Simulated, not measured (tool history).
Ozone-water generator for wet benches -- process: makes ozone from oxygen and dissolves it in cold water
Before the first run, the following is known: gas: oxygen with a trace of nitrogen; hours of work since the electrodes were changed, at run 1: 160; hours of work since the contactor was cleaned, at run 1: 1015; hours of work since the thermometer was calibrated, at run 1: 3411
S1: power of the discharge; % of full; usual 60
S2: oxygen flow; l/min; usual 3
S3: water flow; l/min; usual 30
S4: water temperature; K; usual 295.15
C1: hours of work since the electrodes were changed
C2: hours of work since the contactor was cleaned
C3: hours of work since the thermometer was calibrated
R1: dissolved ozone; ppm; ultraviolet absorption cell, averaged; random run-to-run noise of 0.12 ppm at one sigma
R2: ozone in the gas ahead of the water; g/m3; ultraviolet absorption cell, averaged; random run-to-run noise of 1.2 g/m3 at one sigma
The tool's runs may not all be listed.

Run 1, day 0: usual settings; C1 160; C2 1015; C3 3411. Result: R1 10.5 ppm, R2 207.2 g/m3.
Run 2, day 1.138: usual settings but S1 57 % of full; C1 182; C2 1037; C3 3433. Result: R1 10 ppm, R2 198.4 g/m3.
Run 3, day 1.904: usual settings but S1 72 % of full; C1 196; C2 1051; C3 3447. Result: R1 11.5 ppm, R2 232.1 g/m3.
Run 4, day 3.258: usual settings but S1 72 % of full; C1 223; C2 1078; C3 3473. Result: R1 11.5 ppm, R2 231.9 g/m3.
At day 4.158: water thermometer calibrated.
Run 5, day 4.583: usual settings; C1 248; C2 1103; C3 8. Result: R1 10.3 ppm, R2 205.7 g/m3.
Run 6, day 5.908: usual settings; C1 273; C2 1128; C3 34. Result: R1 10.2 ppm, R2 205.3 g/m3.
Run 7, day 6.921: usual settings; C1 293; C2 1148; C3 53. Result: R1 10.6 ppm, R2 204.9 g/m3.
Run 8, day 8.138: usual settings; C1 316; C2 1171; C3 77. Result: R1 10.4 ppm, R2 202.5 g/m3.
Run 9, day 9.742: usual settings but S1 99 % of full; C1 347; C2 1202; C3 107. Result: R1 14.2 ppm, R2 281.7 g/m3.
Run 10, day 10.862: usual settings but S1 99 % of full; C1 368; C2 1223; C3 129. Result: R1 13.9 ppm, R2 282.3 g/m3.
At day 11.708: water thermometer calibrated, once more.
Run 11, day 12.175: usual settings but S1 99 % of full; C1 393; C2 1248; C3 9. Result: R1 14.5 ppm, R2 285.1 g/m3.
Run 12, day 13.746: usual settings but S1 99 % of full; C1 423; C2 1278; C3 39. Result: R1 14.1 ppm, R2 284 g/m3.
Run 13, day 14.858: usual settings but S1 99 % of full, S3 34 l/min; C1 445; C2 1300; C3 61. Result: R1 12.6 ppm, R2 283.3 g/m3.
Run 14, day 15.638: usual settings but S1 99 % of full, S3 34 l/min; C1 460; C2 1315; C3 76. Result: R1 12.7 ppm, R2 280.8 g/m3.
Run 15, day 17.038: usual settings; C1 487; C2 1342; C3 102. Result: R1 10.2 ppm, R2 204 g/m3.
Run 16, day 17.971: usual settings; C1 505; C2 1360; C3 121. Result: R1 10.4 ppm, R2 202.5 g/m3.
Run 17, day 19.271: usual settings but S1 61 % of full, S2 2.83 l/min, S3 25 l/min, S4 299.15 K; C1 530; C2 1385; C3 145. Result: R1 11.3 ppm, R2 210.4 g/m3.
Run 18, day 20.196: usual settings but S1 61 % of full, S2 2.83 l/min, S3 25 l/min, S4 299.15 K; C1 548; C2 1402; C3 163. Result: R1 11.3 ppm, R2 208.3 g/m3.
Run 19, day 21.812: usual settings but S1 64 % of full, S3 28 l/min; C1 579; C2 1434; C3 194. Result: R1 11.2 ppm, R2 214 g/m3.
Run 20, day 23.396: usual settings but S1 64 % of full, S3 28 l/min; C1 609; C2 1464; C3 225. Result: R1 11.1 ppm, R2 210.4 g/m3.
Run 21, day 24.233: usual settings but S1 59 % of full, S2 3.36 l/min, S3 41 l/min, S4 299.15 K; C1 625; C2 1480; C3 241. Result: R1 7.5 ppm, R2 191.7 g/m3.
Run 22, day 25.271: usual settings but S1 54 % of full, S2 4.36 l/min, S3 36 l/min, S4 300.15 K; C1 645; C2 1500; C3 261. Result: R1 8.6 ppm, R2 165.1 g/m3.
Run 23, day 26.883: usual settings but S1 57 % of full, S2 4.36 l/min, S3 36 l/min, S4 298.15 K; C1 676; C2 1531; C3 292. Result: R1 9.4 ppm, R2 170.9 g/m3.
Run 24, day 28.208: usual settings but S2 2.04 l/min, S3 36 l/min, S4 297.15 K; C1 702; C2 1557; C3 317. Result: R1 7 ppm, R2 235.1 g/m3.
Run 25, day 29.317: usual settings but S1 58 % of full, S2 4.23 l/min; C1 723; C2 1578; C3 339. Result: R1 11 ppm, R2 174.4 g/m3.
Run 26, day 30.842: usual settings but S1 58 % of full, S2 4.23 l/min; C1 752; C2 1607; C3 368. Result: R1 11.1 ppm, R2 174.1 g/m3.
Run 27, day 31.617: usual settings but S1 58 % of full, S2 4.23 l/min; C1 767; C2 1622; C3 383. Result: R1 11 ppm, R2 174.5 g/m3.
Run 28, day 33.083: usual settings but S1 61 % of full, S2 4 l/min, S4 302.15 K; C1 795; C2 1650; C3 411. Result: R1 10.5 ppm, R2 182.6 g/m3.
Run 29, day 34.55: usual settings but S2 4.5 l/min, S4 302.15 K; C1 824; C2 1679; C3 439. Result: R1 10.6 ppm, R2 171.6 g/m3.
Run 30, day 36.154: usual settings but S1 81 % of full, S2 4.5 l/min, S4 288.15 K; C1 855; C2 1709; C3 470. Result: R1 14.9 ppm, R2 209 g/m3.
Run 31, day 37.529: usual settings but S1 79 % of full, S2 4.41 l/min, S3 19 l/min, S4 290.15 K; C1 881; C2 1736; C3 497. Result: R1 20.9 ppm, R2 207 g/m3.
Run 32, day 38.329: usual settings but S2 1.53 l/min, S4 292.15 K; C1 896; C2 1751; C3 512. Result: R1 7.7 ppm, R2 258.3 g/m3.

What if the next run were any one of these 3? Each begins from the tool's condition after run 32:
Run A, day 39.083: usual settings but S2 1.53 l/min, S4 293.15 K; C1 911; C2 1766; C3 527. Result: R1 ?, R2 ?.
Run B, day 39.083: usual settings but S2 2.14 l/min, S3 40 l/min, S4 292.15 K; C1 911; C2 1766; C3 527. Result: R1 ?, R2 ?.
Run C, day 39.083: usual settings but S1 52 % of full; C1 911; C2 1766; C3 527. Result: R1 ?, R2 ?.

run   R1     R2
  A  7.8  253.8
  B  6.6  227.7
  C  9.4  182.4
With the hidden condition removed and each run's random variation left untouched, the same runs would have given:
run    R1     R2
  A   8.5  265.3
  B   7.2  237.9
  C  10.2  189.8

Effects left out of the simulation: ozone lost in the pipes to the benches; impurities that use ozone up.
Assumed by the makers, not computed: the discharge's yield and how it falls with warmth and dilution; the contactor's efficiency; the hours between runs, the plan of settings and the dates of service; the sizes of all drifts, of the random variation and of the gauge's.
